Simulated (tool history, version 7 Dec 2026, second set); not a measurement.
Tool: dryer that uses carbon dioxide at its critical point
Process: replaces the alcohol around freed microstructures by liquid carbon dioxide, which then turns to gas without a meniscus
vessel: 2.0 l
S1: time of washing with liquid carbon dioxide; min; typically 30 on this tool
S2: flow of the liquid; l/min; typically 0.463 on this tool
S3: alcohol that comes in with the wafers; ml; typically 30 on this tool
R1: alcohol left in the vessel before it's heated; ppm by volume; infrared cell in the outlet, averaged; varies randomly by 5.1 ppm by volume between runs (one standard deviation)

Run 1, hour 0.0: usual settings. Result: R1 99 ppm by volume.
Run 2, hour 29.2: usual settings but S3 45 ml. Result: R1 140 ppm by volume.
Run 3, hour 66.8: usual settings but S3 45 ml. Result: R1 147 ppm by volume.
Run 4, hour 104.3: usual settings but S3 96 ml. Result: R1 268 ppm by volume.
Run 5, hour 155.2: usual settings but S2 0.304 l/min, S3 96 ml. Result: R1 1566 ppm by volume.
Run 6, hour 176.4: usual settings but S1 37 min, S2 0.304 l/min, S3 96 ml. Result: R1 756 ppm by volume.
Run 7, hour 219.7: usual settings but S1 37 min, S2 0.304 l/min, S3 96 ml. Result: R1 753 ppm by volume.
Run 8, hour 261.5: usual settings but S1 37 min, S2 0.304 l/min, S3 96 ml. Result: R1 811 ppm by volume.
Run 9, hour 294.4: usual settings but S1 37 min, S2 0.304 l/min, S3 96 ml. Result: R1 856 ppm by volume.
Run 10, hour 338.9: usual settings. Result: R1 146 ppm by volume.
Run 11, hour 377.3: usual settings. Result: R1 157 ppm by volume.
Run 12, hour 405.6: usual settings. Result: R1 111 ppm by volume.
Run 13, hour 454.6: usual settings but S3 68 ml. Result: R1 184 ppm by volume.
Run 14, hour 494.6: usual settings but S1 36 min, S3 68 ml. Result: R1 105 ppm by volume.
Run 15, hour 534.1: usual settings but S2 0.487 l/min. Result: R1 116 ppm by volume.
Run 16, hour 576.3: usual settings. Result: R1 134 ppm by volume.
Run 17, hour 625.7: usual settings but S1 23 min. Result: R1 325 ppm by volume.
Run 18, hour 654.4: usual settings but S3 102 ml. Result: R1 317 ppm by volume.
Run 19, hour 688.5: usual settings but S3 102 ml. Result: R1 331 ppm by volume.
Run 20, hour 732.5: usual settings but S3 102 ml. Result: R1 350 ppm by volume.
Run 21, hour 761.7: usual settings but S1 25 min, S2 0.591 l/min, S3 98 ml. Result: R1 282 ppm by volume.
Run 22, hour 804.3: usual settings but S1 24 min, S2 0.591 l/min, S3 40 ml. Result: R1 181 ppm by volume.
Run 23, hour 833.4: usual settings but S1 24 min, S2 0.591 l/min, S3 40 ml. Result: R1 185 ppm by volume.
Run 24, hour 860.4: usual settings but S1 19 min, S3 42 ml. Result: R1 929 ppm by volume.
Run 25, hour 905.8: usual settings but S1 20 min, S2 0.410 l/min, S3 99 ml. Result: R1 1842 ppm by volume.
Run 26, hour 946.3: usual settings but S3 23 ml. Result: R1 50 ppm by volume.
Run 27, hour 983.1: usual settings but S1 44 min, S2 0.461 l/min, S3 21 ml. Result: R1 12 ppm by volume.
Run 28, hour 1016.1: usual settings but S1 42 min, S2 0.500 l/min, S3 49 ml. Result: R1 22 ppm by volume.
Run 29, hour 1057.2: usual settings but S1 31 min, S2 0.345 l/min. Result: R1 249 ppm by volume.
Run 30, hour 1089.0: usual settings but S1 31 min, S2 0.345 l/min. Result: R1 256 ppm by volume.
Run 31, hour 1110.6: usual settings but S1 20 min, S3 33 ml. Result: R1 468 ppm by volume.
Run 32, hour 1142.8: usual settings but S1 20 min, S3 33 ml. Result: R1 473 ppm by volume.
Run 33, hour 1185.8: usual settings but S1 20 min, S3 33 ml. Result: R1 499 ppm by volume.
Run 34, hour 1222.8: usual settings but S3 22 ml. Result: R1 82 ppm by volume.
Run 35, hour 1248.3: usual settings but S1 26 min, S2 0.410 l/min, S3 104 ml. Result: R1 964 ppm by volume.
Run 36, hour 1297.5: usual settings but S1 41 min, S2 0.397 l/min, S3 104 ml. Result: R1 151 ppm by volume.
Run 37, hour 1343.7: usual settings but S2 0.576 l/min. Result: R1 56 ppm by volume.
Run 38, hour 1391.5: usual settings but S2 0.576 l/min. Result: R1 55 ppm by volume.
Run 39, hour 1427.1: usual settings but S1 21 min, S2 0.290 l/min, S3 76 ml. Result: R1 3258 ppm by volume.
Run 40, hour 1460.6: usual settings but S1 21 min, S2 0.290 l/min, S3 76 ml. Result: R1 3326 ppm by volume.

Missing from the log above: 4 entries noted between runs. For each, name the pair of listed runs it sits between and say how the tool's hidden condition differs from the listed run just before to the listed run just after:
In the gap between runs 11 and 12: inlet filter changed (hour 382.3)
  flow that reaches the vessel past the clogged filter, %: 87.8 -> 99; alcohol in the recycled carbon dioxide, ppm: 56.7 -> 58.2
  the result without the hidden state subtracted from the measured one, R1: +103 -> +56 ppm by volume
In the gap between runs 24 and 25: inlet filter changed (hour 887.9)
  flow that reaches the vessel past the clogged filter, %: 88.5 -> 99.2; alcohol in the recycled carbon dioxide, ppm: 81 -> 83.2
  the result without the hidden state subtracted from the measured one, R1: +364 -> +124 ppm by volume
In the gap between runs 25 and 26: purifier's bed changed (hour 916.7)
  flow that reaches the vessel past the clogged filter, %: 99.2 -> 98.3; alcohol in the recycled carbon dioxide, ppm: 83.2 -> 6.5
  the result without the hidden state subtracted from the measured one, R1: +124 -> +5 ppm by volume
In the gap between runs 38 and 39: inlet filter changed (hour 1395.9)
  flow that reaches the vessel past the clogged filter, %: 88.3 -> 99; alcohol in the recycled carbon dioxide, ppm: 29 -> 30.8
  the result without the hidden state subtracted from the measured one, R1: +40 -> +106 ppm by volume
